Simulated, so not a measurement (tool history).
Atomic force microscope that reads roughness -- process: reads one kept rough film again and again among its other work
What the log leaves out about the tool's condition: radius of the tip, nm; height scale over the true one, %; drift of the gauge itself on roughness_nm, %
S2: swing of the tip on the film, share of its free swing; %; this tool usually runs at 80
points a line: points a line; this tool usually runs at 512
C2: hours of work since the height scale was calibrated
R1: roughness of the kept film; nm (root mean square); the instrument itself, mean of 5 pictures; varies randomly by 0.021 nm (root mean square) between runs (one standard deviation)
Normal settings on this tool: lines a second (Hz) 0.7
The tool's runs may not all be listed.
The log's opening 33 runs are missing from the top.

At day 56.679: new tip fitted.
Run 34, day 58.546: usual settings but S2 67 %, points a line 468; pictures with this tip 80; C2 240. Result: R1 5.311 nm (root mean square).
At day 59.792: new tip fitted.
Run 35, day 60.267: usual settings but S2 70 %, points a line 468; pictures with this tip 20; C2 271. Result: R1 5.24 nm (root mean square).
At day 62.879: new tip fitted.
Run 36, day 62.996: usual settings but lines a second (Hz) 0.897, S2 89 %, points a line 474; pictures with this tip 5; C2 322. Result: R1 4.786 nm (root mean square).
Run 37, day 64.892: usual settings but lines a second (Hz) 0.897, S2 89 %, points a line 474; pictures with this tip 86; C2 357. Result: R1 4.749 nm (root mean square).
At day 66.017: new tip fitted.
Run 38, day 67.429: usual settings but lines a second (Hz) 0.897, S2 89 %, points a line 474; pictures with this tip 61; C2 404. Result: R1 4.773 nm (root mean square).
Run 39, day 68.804: usual settings but S2 61 %; pictures with this tip 120; C2 429. Result: R1 5.321 nm (root mean square).
At day 69.246: new tip fitted.
Run 40, day 71.504: usual settings but S2 60 %, points a line 736; pictures with this tip 97; C2 479. Result: R1 5.325 nm (root mean square).
At day 72.312: new tip fitted.
Run 41, day 74.042: usual settings but S2 86 %; pictures with this tip 75; C2 526. Result: R1 5.036 nm (root mean square).
At day 75.408: new tip fitted.
Run 42, day 75.617: usual settings but points a line 865; pictures with this tip 8; C2 555. Result: R1 5.063 nm (root mean square).
Run 43, day 76.725: usual settings but lines a second (Hz) 1.993, S2 75 %, points a line 611; pictures with this tip 56; C2 575. Result: R1 4.669 nm (root mean square).

Run 44 comes next. What will it give?
At day 78.6: new tip fitted.
Run 44, day 79.238: usual settings but lines a second (Hz) 1.443, S2 83 %, points a line 774; pictures with this tip 27; C2 621. Result: R1 ?.

{"run 44": {"R1": 4.611}}
Were there no unlogged condition in the tool, this run, its random variation unchanged, would have produced R1 4.612 nm (root mean square).
